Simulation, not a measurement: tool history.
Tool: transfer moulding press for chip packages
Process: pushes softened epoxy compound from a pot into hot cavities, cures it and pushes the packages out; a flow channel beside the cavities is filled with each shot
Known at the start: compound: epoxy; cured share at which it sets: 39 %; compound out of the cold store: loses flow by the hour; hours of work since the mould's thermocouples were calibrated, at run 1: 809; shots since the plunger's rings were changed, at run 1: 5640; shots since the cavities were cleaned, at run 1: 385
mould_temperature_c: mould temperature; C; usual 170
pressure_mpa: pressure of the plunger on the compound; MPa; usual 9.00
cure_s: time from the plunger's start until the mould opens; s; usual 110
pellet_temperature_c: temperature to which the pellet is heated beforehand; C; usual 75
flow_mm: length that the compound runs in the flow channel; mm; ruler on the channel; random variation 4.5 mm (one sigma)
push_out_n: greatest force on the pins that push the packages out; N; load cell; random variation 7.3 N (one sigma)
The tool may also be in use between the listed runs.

| run | day | mould_temperature_c | pressure_mpa | cure_s | pellet_temperature_c | hours of work since the mould's thermocouples were calibrated | shots since the plunger's rings were changed | shots since the cavities were cleaned | incoming compound's hours out of the cold store | flow_mm | push_out_n |
|---|---|---|---|---|---|---|---|---|---|---|---|
| 1 | 0.000 | 170 | 9.00 | 110 | 75 | 809 | 5640 | 385 | 39.1 | 854 | 431 |
|  | 0.288 | cavities cleaned with cleaning compound and waxed |
|  | 1.929 | cavities cleaned with cleaning compound and waxed |
| 2 | 2.042 | 170 | 9.00 | 110 | 75 | 846 | 6214 | 34 | 43.1 | 846 | 302 |
|  | 3.546 | cavities cleaned with cleaning compound and waxed |
|  | 4.758 | mould's thermocouples calibrated |
|  | 4.862 | plunger's sealing rings changed |
| 3 | 4.862 | 170 | 9.00 | 110 | 75 | 0 | 0 | 337 | 29.1 | 970 | 414 |
|  | 5.292 | cavities cleaned with cleaning compound and waxed |
|  | 6.900 | cavities cleaned with cleaning compound and waxed |
| 4 | 7.171 | 170 | 9.00 | 110 | 75 | 42 | 653 | 81 | 23.9 | 985 | 332 |
|  | 8.554 | cavities cleaned with cleaning compound and waxed |
| 5 | 9.762 | 170 | 9.00 | 110 | 75 | 90 | 1409 | 362 | 22.9 | 980 | 425 |
|  | 10.129 | cavities cleaned with cleaning compound and waxed |
|  | 11.667 | cavities cleaned with cleaning compound and waxed |
| 6 | 11.862 | 170 | 9.00 | 110 | 75 | 128 | 1999 | 59 | 11.6 | 1015 | 342 |
|  | 13.279 | cavities cleaned with cleaning compound and waxed |
| 7 | 14.154 | 170 | 9.00 | 110 | 71 | 171 | 2665 | 261 | 42.9 | 886 | 376 |
|  | 14.725 | cavities cleaned with cleaning compound and waxed |
| 8 | 15.804 | 170 | 8.67 | 110 | 71 | 201 | 3140 | 323 | 15.9 | 967 | 394 |
|  | 16.321 | cavities cleaned with cleaning compound and waxed |
|  | 17.917 | cavities cleaned with cleaning compound and waxed |
|  | 19.388 | cavities cleaned with cleaning compound and waxed |
| 9 | 19.388 | 170 | 8.67 | 110 | 71 | 266 | 4154 | 0 | 44.0 | 851 | 309 |
|  | 20.917 | cavities cleaned with cleaning compound and waxed |
|  | 22.371 | cavities cleaned with cleaning compound and waxed |
| 10 | 22.833 | 170 | 9.00 | 109 | 75 | 330 | 5147 | 138 | 40.4 | 863 | 364 |
|  | 23.833 | cavities cleaned with cleaning compound and waxed |
|  | 25.475 | cavities cleaned with cleaning compound and waxed |
| 11 | 26.283 | 170 | 9.00 | 109 | 68 | 394 | 6141 | 242 | 11.1 | 967 | 384 |
|  | 27.079 | cavities cleaned with cleaning compound and waxed |
|  | 28.575 | cavities cleaned with cleaning compound and waxed |
|  | 29.383 | plunger's sealing rings changed |
| 12 | 29.408 | 175 | 10.47 | 92 | 68 | 449 | 7 | 218 | 33.0 | 1013 | 375 |
|  | 30.096 | cavities cleaned with cleaning compound and waxed |
|  | 31.621 | cavities cleaned with cleaning compound and waxed |
| 13 | 32.275 | 162 | 7.21 | 101 | 76 | 502 | 827 | 195 | 11.4 | 972 | 561 |
|  | 33.142 | cavities cleaned with cleaning compound and waxed |
|  | 34.638 | cavities cleaned with cleaning compound and waxed |
| 14 | 35.671 | 170 | 9.00 | 91 | 70 | 565 | 1804 | 308 | 8.8 | 1037 | 491 |

Hidden state at the last listed run before each entry between runs and at the first one after, where it differs:
Between runs 1 and 2: cavities cleaned with cleaning compound and waxed (day 0.288); cavities cleaned with cleaning compound and waxed (day 1.929)
  true mould temperature over the reading, C: 2.04 -> 2.13; pressure that reaches the compound, % of what is set: 85.01 -> 83.44; grip of the stained cavities, % over clean ones': 41 -> 4.5
  measured less the result without the state, flow_mm: -80 -> -87 mm; push_out_n: +116 -> +6 N
Between runs 2 and 3: cavities cleaned with cleaning compound and waxed (day 3.546); mould's thermocouples calibrated (day 4.758); plunger's sealing rings changed (day 4.862)
  true mould temperature over the reading, C: 2.13 -> 0.13; pressure that reaches the compound, % of what is set: 83.44 -> 99.75; grip of the stained cavities, % over clean ones': 4.5 -> 36.4
  measured less the result without the state, flow_mm: -87 -> -2 mm; push_out_n: +6 -> +111 N
Between runs 3 and 4: cavities cleaned with cleaning compound and waxed (day 5.292); cavities cleaned with cleaning compound and waxed (day 6.900)
  true mould temperature over the reading, C: 0.13 -> 0.24; pressure that reaches the compound, % of what is set: 99.75 -> 97.96; grip of the stained cavities, % over clean ones': 36.4 -> 8.8
  measured less the result without the state, flow_mm: -2 -> -11 mm; push_out_n: +111 -> +26 N
Between runs 4 and 5: cavities cleaned with cleaning compound and waxed (day 8.554)
  true mould temperature over the reading, C: 0.24 -> 0.35; pressure that reaches the compound, % of what is set: 97.96 -> 96.19; grip of the stained cavities, % over clean ones': 8.8 -> 36.7
  measured less the result without the state, flow_mm: -11 -> -21 mm; push_out_n: +26 -> +111 N
Between runs 5 and 6: cavities cleaned with cleaning compound and waxed (day 10.129); cavities cleaned with cleaning compound and waxed (day 11.667)
  true mould temperature over the reading, C: 0.35 -> 0.45; pressure that reaches the compound, % of what is set: 96.19 -> 94.67; grip of the stained cavities, % over clean ones': 36.7 -> 11.5
  measured less the result without the state, flow_mm: -21 -> -31 mm; push_out_n: +111 -> +33 N
Between runs 6 and 7: cavities cleaned with cleaning compound and waxed (day 13.279)
  true mould temperature over the reading, C: 0.45 -> 0.54; pressure that reaches the compound, % of what is set: 94.67 -> 92.73; grip of the stained cavities, % over clean ones': 11.5 -> 27.5
  measured less the result without the state, flow_mm: -31 -> -36 mm; push_out_n: +33 -> +79 N
Between runs 7 and 8: cavities cleaned with cleaning compound and waxed (day 14.725)
  true mould temperature over the reading, C: 0.54 -> 0.61; pressure that reaches the compound, % of what is set: 92.73 -> 91.43; grip of the stained cavities, % over clean ones': 27.5 -> 33.6
  measured less the result without the state, flow_mm: -36 -> -47 mm; push_out_n: +79 -> +97 N
Between runs 8 and 9: cavities cleaned with cleaning compound and waxed (day 16.321); cavities cleaned with cleaning compound and waxed (day 17.917); cavities cleaned with cleaning compound and waxed (day 19.388)
  true mould temperature over the reading, C: 0.61 -> 0.75; pressure that reaches the compound, % of what is set: 91.43 -> 88.87; grip of the stained cavities, % over clean ones': 33.6 -> 1.2
  measured less the result without the state, flow_mm: -47 -> -54 mm; push_out_n: +97 -> +0 N
Between runs 9 and 10: cavities cleaned with cleaning compound and waxed (day 20.917); cavities cleaned with cleaning compound and waxed (day 22.371)
  true mould temperature over the reading, C: 0.75 -> 0.9; pressure that reaches the compound, % of what is set: 88.87 -> 86.37; grip of the stained cavities, % over clean ones': 1.2 -> 17
  measured less the result without the state, flow_mm: -54 -> -69 mm; push_out_n: +0 -> +48 N
Between runs 10 and 11: cavities cleaned with cleaning compound and waxed (day 23.833); cavities cleaned with cleaning compound and waxed (day 25.475)
  true mould temperature over the reading, C: 0.9 -> 1.05; pressure that reaches the compound, % of what is set: 86.37 -> 83.94; grip of the stained cavities, % over clean ones': 17 -> 29.4
  measured less the result without the state, flow_mm: -69 -> -93 mm; push_out_n: +48 -> +82 N
Between runs 11 and 12: cavities cleaned with cleaning compound and waxed (day 27.079); cavities cleaned with cleaning compound and waxed (day 28.575); plunger's sealing rings changed (day 29.383)
  true mould temperature over the reading, C: 1.05 -> 1.17; pressure that reaches the compound, % of what is set: 83.94 -> 99.76; grip of the stained cavities, % over clean ones': 29.4 -> 26
  measured less the result without the state, flow_mm: -93 -> -5 mm; push_out_n: +82 -> +72 N
Between runs 12 and 13: cavities cleaned with cleaning compound and waxed (day 30.096); cavities cleaned with cleaning compound and waxed (day 31.621)
  true mould temperature over the reading, C: 1.17 -> 1.28; pressure that reaches the compound, % of what is set: 99.76 -> 97.63; grip of the stained cavities, % over clean ones': 26 -> 19.8
  measured less the result without the state, flow_mm: -5 -> -18 mm; push_out_n: +72 -> +45 N
Between runs 13 and 14: cavities cleaned with cleaning compound and waxed (day 33.142); cavities cleaned with cleaning compound and waxed (day 34.638)
  true mould temperature over the reading, C: 1.28 -> 1.44; pressure that reaches the compound, % of what is set: 97.63 -> 95.07; grip of the stained cavities, % over clean ones': 19.8 -> 37.5
  measured less the result without the state, flow_mm: -18 -> -33 mm; push_out_n: +45 -> +105 N

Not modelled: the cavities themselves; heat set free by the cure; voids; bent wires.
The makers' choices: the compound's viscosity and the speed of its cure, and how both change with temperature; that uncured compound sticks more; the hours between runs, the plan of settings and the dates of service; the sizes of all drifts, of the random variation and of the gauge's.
